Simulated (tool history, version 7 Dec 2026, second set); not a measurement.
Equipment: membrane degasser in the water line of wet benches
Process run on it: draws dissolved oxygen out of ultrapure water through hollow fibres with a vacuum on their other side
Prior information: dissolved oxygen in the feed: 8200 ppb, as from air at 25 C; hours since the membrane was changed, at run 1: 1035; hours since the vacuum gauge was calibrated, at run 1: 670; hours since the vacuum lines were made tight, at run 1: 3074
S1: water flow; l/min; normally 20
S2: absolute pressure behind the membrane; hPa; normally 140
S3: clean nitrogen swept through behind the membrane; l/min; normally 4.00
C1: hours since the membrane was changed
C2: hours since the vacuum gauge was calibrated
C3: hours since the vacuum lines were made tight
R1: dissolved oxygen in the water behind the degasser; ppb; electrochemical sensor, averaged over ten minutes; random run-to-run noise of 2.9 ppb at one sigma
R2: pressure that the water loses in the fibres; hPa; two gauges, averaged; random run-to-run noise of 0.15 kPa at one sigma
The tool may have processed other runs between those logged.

run,day,S1,S2,S3,C1,C2,C3,R1,R2
1,0.000,20,140,4.00,1035,670,3074,296.8,286.8
2,1.729,20,103,4.00,1077,711,3116,249.4,288.2
3,2.617,20,103,4.00,1098,733,3137,252.4,286.5
4,4.338,20,103,4.00,1139,774,3178,254.3,288.1
5,5.804,20,140,4.00,1174,809,3213,295.4,288.4
6,7.067,20,140,4.00,1205,839,3244,296.6,291.6
7,8.638,20,140,4.00,1242,877,3281,294.1,290.9
8,10.404,20,140,4.00,1285,919,3324,292.1,292.4
9,12.083,20,140,4.00,1325,960,3364,294.9,288.3
10,13.529,21,140,4.00,1360,994,3399,315.3,304.2
11,14.558,20,222,4.00,1384,1019,3423,384.7,290.2
12,15.642,24,213,11.91,1410,1045,3449,317.3,345.0
13,17.038,24,255,5.24,1444,1079,3483,466.1,346.9
14,17.825,20,160,7.11,1463,1098,3502,257.1,286.5
15,19.000,22,159,7.11,1491,1126,3530,290.7,316.4
16,20.571,20,305,11.14,1529,1163,3568,287.0,289.1
17,22.262,20,305,5.24,1569,1204,3608,414.5,288.5
18,24.046,20,205,5.24,1612,1247,3651,329.5,287.0
19,25.608,20,205,5.24,1650,1284,3689,324.9,288.6
20,26.771,20,205,5.24,1678,1312,3717,328.1,292.3

Run 21 is up next; what results do you expect?
21,28.562,28,216,3.57,1720,1355,3760,?,?

{"run 21": {"R1": 618.0, "R2": 403.7}}
The same run, on a tool lacking any hidden state, would have yielded R1 604.9 ppb, R2 400.5 hPa.
